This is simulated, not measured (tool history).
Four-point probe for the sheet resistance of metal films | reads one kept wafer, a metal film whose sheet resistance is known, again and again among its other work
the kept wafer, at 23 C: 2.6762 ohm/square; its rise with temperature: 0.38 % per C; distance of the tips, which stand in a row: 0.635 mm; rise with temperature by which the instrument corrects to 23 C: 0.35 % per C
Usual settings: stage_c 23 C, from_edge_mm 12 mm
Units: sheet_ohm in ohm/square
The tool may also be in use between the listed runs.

{"run": 1, "day": 0.0, "stage_c": 23, "from_edge_mm": 12, "sheet_ohm": 2.690148}
{"run": 2, "day": 0.596, "stage_c": 23, "from_edge_mm": 16, "sheet_ohm": 2.688776}
{"run": 3, "day": 0.958, "stage_c": 23, "from_edge_mm": 16, "sheet_ohm": 2.689434}
{"run": 4, "day": 1.417, "stage_c": 23, "from_edge_mm": 16, "sheet_ohm": 2.688596}
{"run": 5, "day": 1.738, "stage_c": 23, "from_edge_mm": 12, "sheet_ohm": 2.690576}
{"run": 6, "day": 2.092, "stage_c": 23, "from_edge_mm": 12, "sheet_ohm": 2.69079}
{"run": 7, "day": 2.404, "stage_c": 23, "from_edge_mm": 12, "sheet_ohm": 2.69113}
{"run": 8, "day": 2.9, "stage_c": 23, "from_edge_mm": 12, "sheet_ohm": 2.690761}
{"run": 9, "day": 3.433, "stage_c": 23, "from_edge_mm": 12, "sheet_ohm": 2.69122}
{"run": 10, "day": 4.029, "stage_c": 25, "from_edge_mm": 7, "sheet_ohm": 2.701063}
{"run": 11, "day": 4.296, "stage_c": 25, "from_edge_mm": 7, "sheet_ohm": 2.700387}
{"run": 12, "day": 4.654, "stage_c": 22, "from_edge_mm": 71, "sheet_ohm": 2.68572}
{"run": 13, "day": 5.3, "stage_c": 22, "from_edge_mm": 71, "sheet_ohm": 2.686143}
{"run": 14, "day": 5.942, "stage_c": 19, "from_edge_mm": 10, "sheet_ohm": 2.689018}
{"run": 15, "day": 6.25, "stage_c": 19, "from_edge_mm": 10, "sheet_ohm": 2.690128}
{"run": 16, "day": 6.721, "stage_c": 27, "from_edge_mm": 6, "sheet_ohm": 2.705963}
{"run": 17, "day": 7.188, "stage_c": 27, "from_edge_mm": 6, "sheet_ohm": 2.706598}
{"run": 18, "day": 7.833, "stage_c": 27, "from_edge_mm": 6, "sheet_ohm": 2.707162}

3 ways to go on from here, each from the tool as it stands after run 18. What would each give?
{"run": "A", "day": 8.412, "stage_c": 27, "from_edge_mm": 8, "sheet_ohm": "?"}
{"run": "B", "day": 8.412, "stage_c": 29, "from_edge_mm": 12, "sheet_ohm": "?"}
{"run": "C", "day": 8.412, "stage_c": 30, "from_edge_mm": 22, "sheet_ohm": "?"}

run=A sheet_ohm=2.698603
run=B sheet_ohm=2.695567
run=C sheet_ohm=2.693294
Without the tool's hidden state the same runs would have given:
run=A sheet_ohm=2.68783
run=B sheet_ohm=2.68485
run=C sheet_ohm=2.682608
